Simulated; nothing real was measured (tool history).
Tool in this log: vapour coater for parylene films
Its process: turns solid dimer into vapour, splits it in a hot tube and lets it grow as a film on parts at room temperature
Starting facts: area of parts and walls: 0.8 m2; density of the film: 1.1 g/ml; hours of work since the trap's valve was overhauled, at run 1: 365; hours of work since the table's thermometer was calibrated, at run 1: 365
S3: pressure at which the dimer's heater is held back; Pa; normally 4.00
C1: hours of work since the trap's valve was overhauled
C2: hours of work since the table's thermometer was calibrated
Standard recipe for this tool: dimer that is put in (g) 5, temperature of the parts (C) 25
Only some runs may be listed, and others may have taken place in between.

Run 1, hour 0.0: usual settings; C1 365; C2 365. Result: thickness of the film (nm) 3730.
Run 2, hour 10.9: usual settings; C1 371; C2 371. Result: thickness of the film (nm) 3730.
Run 3, hour 20.9: usual settings; C1 377; C2 377. Result: thickness of the film (nm) 3780.
At hour 30.2: trap's valve overhauled.
Run 4, hour 42.3: usual settings; C1 7; C2 388. Result: thickness of the film (nm) 4210.
Run 5, hour 57.8: usual settings; C1 17; C2 397. Result: thickness of the film (nm) 4200.
Run 6, hour 68.0: usual settings; C1 23; C2 404. Result: thickness of the film (nm) 4200.
Run 7, hour 83.9: usual settings but temperature of the parts (C) 31; C1 33; C2 413. Result: thickness of the film (nm) 3400.
Run 8, hour 101.2: usual settings but temperature of the parts (C) 31; C1 43; C2 424. Result: thickness of the film (nm) 3450.
Run 9, hour 119.4: usual settings but temperature of the parts (C) 31; C1 54; C2 435. Result: thickness of the film (nm) 3440.
Run 10, hour 131.2: usual settings but temperature of the parts (C) 31; C1 61; C2 442. Result: thickness of the film (nm) 3440.
Run 11, hour 145.9: usual settings; C1 70; C2 451. Result: thickness of the film (nm) 4170.
Run 12, hour 160.0: usual settings; C1 79; C2 459. Result: thickness of the film (nm) 4130.
Run 13, hour 177.4: usual settings; C1 89; C2 470. Result: thickness of the film (nm) 4090.
Run 14, hour 189.1: usual settings but dimer that is put in (g) 6; C1 96; C2 477. Result: thickness of the film (nm) 4940.
Run 15, hour 198.3: usual settings; C1 102; C2 483. Result: thickness of the film (nm) 4050.
Run 16, hour 213.1: usual settings; C1 111; C2 492. Result: thickness of the film (nm) 4100.
Run 17, hour 222.4: usual settings but S3 3.00 Pa; C1 117; C2 497. Result: thickness of the film (nm) 4230.
Run 18, hour 237.6: usual settings but S3 3.00 Pa; C1 126; C2 507. Result: thickness of the film (nm) 4190.
Run 19, hour 257.5: usual settings but S3 3.00 Pa; C1 138; C2 519. Result: thickness of the film (nm) 4160.
Run 20, hour 275.8: usual settings but S3 3.00 Pa; C1 149; C2 530. Result: thickness of the film (nm) 4180.
Run 21, hour 284.8: usual settings but temperature of the parts (C) 30, S3 3.00 Pa; C1 155; C2 535. Result: thickness of the film (nm) 3600.
Run 22, hour 300.4: usual settings but dimer that is put in (g) 2, temperature of the parts (C) 26, S3 8.64 Pa; C1 164; C2 545. Result: thickness of the film (nm) 1430.
Run 23, hour 310.4: usual settings but dimer that is put in (g) 2, temperature of the parts (C) 20, S3 2.92 Pa; C1 170; C2 551. Result: thickness of the film (nm) 1920.
Run 24, hour 321.7: usual settings but temperature of the parts (C) 21, S3 4.19 Pa; C1 177; C2 558. Result: thickness of the film (nm) 4430.
Run 25, hour 335.3: usual settings but temperature of the parts (C) 21, S3 4.19 Pa; C1 185; C2 566. Result: thickness of the film (nm) 4570.
Run 26, hour 355.2: usual settings but temperature of the parts (C) 23, S3 2.75 Pa; C1 197; C2 578. Result: thickness of the film (nm) 4420.
Run 27, hour 366.6: usual settings but dimer that is put in (g) 4, temperature of the parts (C) 28, S3 11.74 Pa; C1 204; C2 585. Result: thickness of the film (nm) 2540.
Run 28, hour 375.6: usual settings but dimer that is put in (g) 7, temperature of the parts (C) 27, S3 11.74 Pa; C1 210; C2 590. Result: thickness of the film (nm) 4660.
Run 29, hour 390.2: usual settings but S3 7.42 Pa; C1 218; C2 599. Result: thickness of the film (nm) 3720.
Run 30, hour 402.5: usual settings but S3 7.42 Pa; C1 226; C2 607. Result: thickness of the film (nm) 3680.
Run 31, hour 415.9: usual settings but temperature of the parts (C) 35, S3 2.37 Pa; C1 234; C2 615. Result: thickness of the film (nm) 3070.
Run 32, hour 425.9: usual settings but temperature of the parts (C) 28, S3 2.04 Pa; C1 240; C2 621. Result: thickness of the film (nm) 3940.
Run 33, hour 437.4: usual settings but temperature of the parts (C) 28, S3 2.04 Pa; C1 247; C2 628. Result: thickness of the film (nm) 3850.
Run 34, hour 450.2: usual settings but temperature of the parts (C) 28, S3 2.04 Pa; C1 255; C2 636. Result: thickness of the film (nm) 3770.
Run 35, hour 467.3: usual settings but dimer that is put in (g) 4, temperature of the parts (C) 19; C1 265; C2 646. Result: thickness of the film (nm) 3810.
Run 36, hour 485.7: usual settings but dimer that is put in (g) 4, temperature of the parts (C) 35; C1 276; C2 657. Result: thickness of the film (nm) 2290.
Run 37, hour 495.7: usual settings but dimer that is put in (g) 7, temperature of the parts (C) 35, S3 5.42 Pa; C1 283; C2 663. Result: thickness of the film (nm) 3770.
Run 38, hour 515.1: usual settings but dimer that is put in (g) 3, temperature of the parts (C) 35, S3 5.42 Pa; C1 294; C2 675. Result: thickness of the film (nm) 1590.
Run 39, hour 528.5: usual settings but dimer that is put in (g) 3, temperature of the parts (C) 35, S3 5.42 Pa; C1 302; C2 683. Result: thickness of the film (nm) 1630.

How would selected steps in thickness of the film (nm) from run to run divide? Give the signed amount a tool lacking its hidden state would still show from settings, what came in and random variation, and the signed amount left for the hidden state, including any gauge scatter that is not in both of the compared results.
The hidden state here: vapour lost through the trap's worn valve, %; true temperature of the parts over the reading, C; drift of the gauge itself on film_um, %.
Run 3 -> 4: trap's valve overhauled. thickness of the film (nm) +430: hidden state +450, all else -20.
Run 21 -> 22: dimer that is put in (g) 5 -> 2, temperature of the parts (C) 30 -> 26, S3 3.00 -> 8.64. thickness of the film (nm) -2170: hidden state +90, all else -2260.
Run 23 -> 24: dimer that is put in (g) 2 -> 5, temperature of the parts (C) 20 -> 21, S3 2.92 -> 4.19. thickness of the film (nm) +2510: hidden state -120, all else +2630.
Run 36 -> 37: dimer that is put in (g) 4 -> 7, S3 4.00 -> 5.42. thickness of the film (nm) +1480: hidden state -130, all else +1610.
Run 37 -> 38: dimer that is put in (g) 7 -> 3. thickness of the film (nm) -2180: hidden state +170, all else -2350.
